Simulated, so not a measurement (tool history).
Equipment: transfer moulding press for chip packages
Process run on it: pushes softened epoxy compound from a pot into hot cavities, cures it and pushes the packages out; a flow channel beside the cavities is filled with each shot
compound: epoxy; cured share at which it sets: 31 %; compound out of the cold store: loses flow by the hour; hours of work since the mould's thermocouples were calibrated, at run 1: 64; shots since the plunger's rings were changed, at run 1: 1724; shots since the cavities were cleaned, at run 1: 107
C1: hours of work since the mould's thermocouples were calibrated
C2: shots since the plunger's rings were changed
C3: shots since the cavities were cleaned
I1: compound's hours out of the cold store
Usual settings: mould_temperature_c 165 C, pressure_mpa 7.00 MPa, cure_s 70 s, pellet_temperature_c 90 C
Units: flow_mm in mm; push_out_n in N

{"run": 1, "hour": 0.0, "mould_temperature_c": 165, "pressure_mpa": 7.0, "cure_s": 70, "pellet_temperature_c": 90, "C1": 64, "C2": 1724, "C3": 107, "I1": 14.0, "flow_mm": 1031, "push_out_n": 732}
{"run": 2, "hour": 3.7, "mould_temperature_c": 165, "pressure_mpa": 7.0, "cure_s": 70, "pellet_temperature_c": 90, "C1": 66, "C2": 1784, "C3": 167, "I1": 44.0, "flow_mm": 861, "push_out_n": 703}
{"run": 3, "hour": 7.8, "mould_temperature_c": 165, "pressure_mpa": 7.0, "cure_s": 70, "pellet_temperature_c": 90, "C1": 70, "C2": 1850, "C3": 233, "I1": 23.8, "flow_mm": 966, "push_out_n": 775}
{"run": 4, "hour": 16.1, "mould_temperature_c": 165, "pressure_mpa": 7.0, "cure_s": 70, "pellet_temperature_c": 90, "C1": 76, "C2": 1985, "C3": 368, "I1": 35.4, "flow_mm": 897, "push_out_n": 789}
{"run": 5, "hour": 20.7, "mould_temperature_c": 165, "pressure_mpa": 8.47, "cure_s": 70, "pellet_temperature_c": 90, "C1": 79, "C2": 2059, "C3": 442, "I1": 22.7, "flow_mm": 1069, "push_out_n": 885}
{"hour": 28.8, "done": "cavities cleaned with cleaning compound and waxed"}
{"run": 6, "hour": 29.9, "mould_temperature_c": 165, "pressure_mpa": 8.47, "cure_s": 70, "pellet_temperature_c": 90, "C1": 85, "C2": 2183, "C3": 17, "I1": 31.7, "flow_mm": 1008, "push_out_n": 577}
{"run": 7, "hour": 39.0, "mould_temperature_c": 165, "pressure_mpa": 8.47, "cure_s": 70, "pellet_temperature_c": 98, "C1": 92, "C2": 2331, "C3": 165, "I1": 18.7, "flow_mm": 1091, "push_out_n": 665}
{"run": 8, "hour": 44.2, "mould_temperature_c": 165, "pressure_mpa": 8.47, "cure_s": 70, "pellet_temperature_c": 98, "C1": 95, "C2": 2415, "C3": 249, "I1": 25.5, "flow_mm": 1040, "push_out_n": 723}
{"run": 9, "hour": 50.3, "mould_temperature_c": 165, "pressure_mpa": 6.03, "cure_s": 70, "pellet_temperature_c": 90, "C1": 100, "C2": 2513, "C3": 347, "I1": 9.6, "flow_mm": 969, "push_out_n": 875}
{"run": 10, "hour": 54.9, "mould_temperature_c": 165, "pressure_mpa": 6.03, "cure_s": 70, "pellet_temperature_c": 90, "C1": 103, "C2": 2587, "C3": 421, "I1": 29.8, "flow_mm": 859, "push_out_n": 839}
{"run": 11, "hour": 62.2, "mould_temperature_c": 165, "pressure_mpa": 7.0, "cure_s": 70, "pellet_temperature_c": 90, "C1": 109, "C2": 2706, "C3": 540, "I1": 13.5, "flow_mm": 1018, "push_out_n": 919}
{"hour": 64.6, "done": "cavities cleaned with cleaning compound and waxed"}
{"run": 12, "hour": 69.5, "mould_temperature_c": 165, "pressure_mpa": 7.0, "cure_s": 70, "pellet_temperature_c": 90, "C1": 113, "C2": 2799, "C3": 79, "I1": 15.9, "flow_mm": 1004, "push_out_n": 664}
{"run": 13, "hour": 74.9, "mould_temperature_c": 165, "pressure_mpa": 7.0, "cure_s": 60, "pellet_temperature_c": 90, "C1": 117, "C2": 2887, "C3": 167, "I1": 35.2, "flow_mm": 896, "push_out_n": 997}
{"run": 14, "hour": 81.4, "mould_temperature_c": 165, "pressure_mpa": 7.0, "cure_s": 70, "pellet_temperature_c": 90, "C1": 122, "C2": 2993, "C3": 273, "I1": 29.1, "flow_mm": 925, "push_out_n": 762}
{"run": 15, "hour": 85.6, "mould_temperature_c": 165, "pressure_mpa": 7.0, "cure_s": 70, "pellet_temperature_c": 90, "C1": 125, "C2": 3060, "C3": 340, "I1": 15.3, "flow_mm": 1002, "push_out_n": 851}
{"run": 16, "hour": 93.8, "mould_temperature_c": 165, "pressure_mpa": 7.0, "cure_s": 70, "pellet_temperature_c": 90, "C1": 131, "C2": 3193, "C3": 473, "I1": 8.3, "flow_mm": 1045, "push_out_n": 934}
{"hour": 100.3, "done": "cavities cleaned with cleaning compound and waxed"}
{"run": 17, "hour": 100.4, "mould_temperature_c": 158, "pressure_mpa": 6.87, "cure_s": 58, "pellet_temperature_c": 88, "C1": 135, "C2": 3276, "C3": 3, "I1": 40.4, "flow_mm": 877, "push_out_n": 1308}
{"run": 18, "hour": 108.9, "mould_temperature_c": 173, "pressure_mpa": 6.87, "cure_s": 58, "pellet_temperature_c": 88, "C1": 141, "C2": 3414, "C3": 141, "I1": 45.0, "flow_mm": 811, "push_out_n": 608}
{"run": 19, "hour": 116.1, "mould_temperature_c": 173, "pressure_mpa": 6.87, "cure_s": 70, "pellet_temperature_c": 88, "C1": 147, "C2": 3529, "C3": 256, "I1": 32.3, "flow_mm": 871, "push_out_n": 497}
{"run": 20, "hour": 123.3, "mould_temperature_c": 165, "pressure_mpa": 5.7, "cure_s": 70, "pellet_temperature_c": 90, "C1": 152, "C2": 3645, "C3": 372, "I1": 36.0, "flow_mm": 796, "push_out_n": 814}
{"run": 21, "hour": 132.0, "mould_temperature_c": 165, "pressure_mpa": 7.71, "cure_s": 70, "pellet_temperature_c": 89, "C1": 158, "C2": 3786, "C3": 513, "I1": 22.2, "flow_mm": 1004, "push_out_n": 913}
{"hour": 135.6, "done": "cavities cleaned with cleaning compound and waxed"}
{"run": 22, "hour": 139.5, "mould_temperature_c": 165, "pressure_mpa": 7.71, "cure_s": 70, "pellet_temperature_c": 84, "C1": 163, "C2": 3884, "C3": 63, "I1": 8.3, "flow_mm": 1092, "push_out_n": 721}
{"run": 23, "hour": 144.2, "mould_temperature_c": 165, "pressure_mpa": 7.71, "cure_s": 70, "pellet_temperature_c": 84, "C1": 166, "C2": 3960, "C3": 139, "I1": 31.4, "flow_mm": 948, "push_out_n": 690}
{"hour": 150.1, "done": "plunger's sealing rings changed"}
{"run": 24, "hour": 150.5, "mould_temperature_c": 165, "pressure_mpa": 7.96, "cure_s": 70, "pellet_temperature_c": 86, "C1": 169, "C2": 8, "C3": 201, "I1": 34.7, "flow_mm": 986, "push_out_n": 750}
{"run": 25, "hour": 154.6, "mould_temperature_c": 163, "pressure_mpa": 5.86, "cure_s": 70, "pellet_temperature_c": 91, "C1": 172, "C2": 74, "C3": 267, "I1": 21.6, "flow_mm": 921, "push_out_n": 896}
{"run": 26, "hour": 161.8, "mould_temperature_c": 168, "pressure_mpa": 7.0, "cure_s": 70, "pellet_temperature_c": 90, "C1": 178, "C2": 190, "C3": 383, "I1": 43.3, "flow_mm": 867, "push_out_n": 672}
{"run": 27, "hour": 166.0, "mould_temperature_c": 165, "pressure_mpa": 7.38, "cure_s": 70, "pellet_temperature_c": 81, "C1": 181, "C2": 259, "C3": 452, "I1": 44.4, "flow_mm": 898, "push_out_n": 841}
{"hour": 173.5, "done": "cavities cleaned with cleaning compound and waxed"}
{"run": 28, "hour": 175.6, "mould_temperature_c": 164, "pressure_mpa": 7.38, "cure_s": 59, "pellet_temperature_c": 92, "C1": 187, "C2": 389, "C3": 34, "I1": 22.8, "flow_mm": 1021, "push_out_n": 1044}
{"run": 29, "hour": 180.6, "mould_temperature_c": 173, "pressure_mpa": 7.0, "cure_s": 70, "pellet_temperature_c": 94, "C1": 190, "C2": 470, "C3": 115, "I1": 13.4, "flow_mm": 1016, "push_out_n": 451}

Forecast each of these 3 alternatives for the next run:
{"run": "A", "hour": 187.1, "mould_temperature_c": 173, "pressure_mpa": 7.0, "cure_s": 75, "pellet_temperature_c": 94, "C1": 195, "C2": 576, "C3": 221, "I1": 44.3, "flow_mm": "?", "push_out_n": "?"}
{"run": "B", "hour": 187.1, "mould_temperature_c": 165, "pressure_mpa": 7.97, "cure_s": 70, "pellet_temperature_c": 96, "C1": 195, "C2": 576, "C3": 221, "I1": 11.4, "flow_mm": "?", "push_out_n": "?"}
{"run": "C", "hour": 187.1, "mould_temperature_c": 161, "pressure_mpa": 7.43, "cure_s": 96, "pellet_temperature_c": 94, "C1": 195, "C2": 576, "C3": 221, "I1": 27.1, "flow_mm": "?", "push_out_n": "?"}

run=A flow_mm=845 push_out_n=478
run=B flow_mm=1125 push_out_n=747
run=C flow_mm=997 push_out_n=534
The same runs, with their run-to-run variation unchanged, on a tool lacking any hidden condition would have given:
run=A flow_mm=852 push_out_n=362
run=B flow_mm=1135 push_out_n=567
run=C flow_mm=1006 push_out_n=405
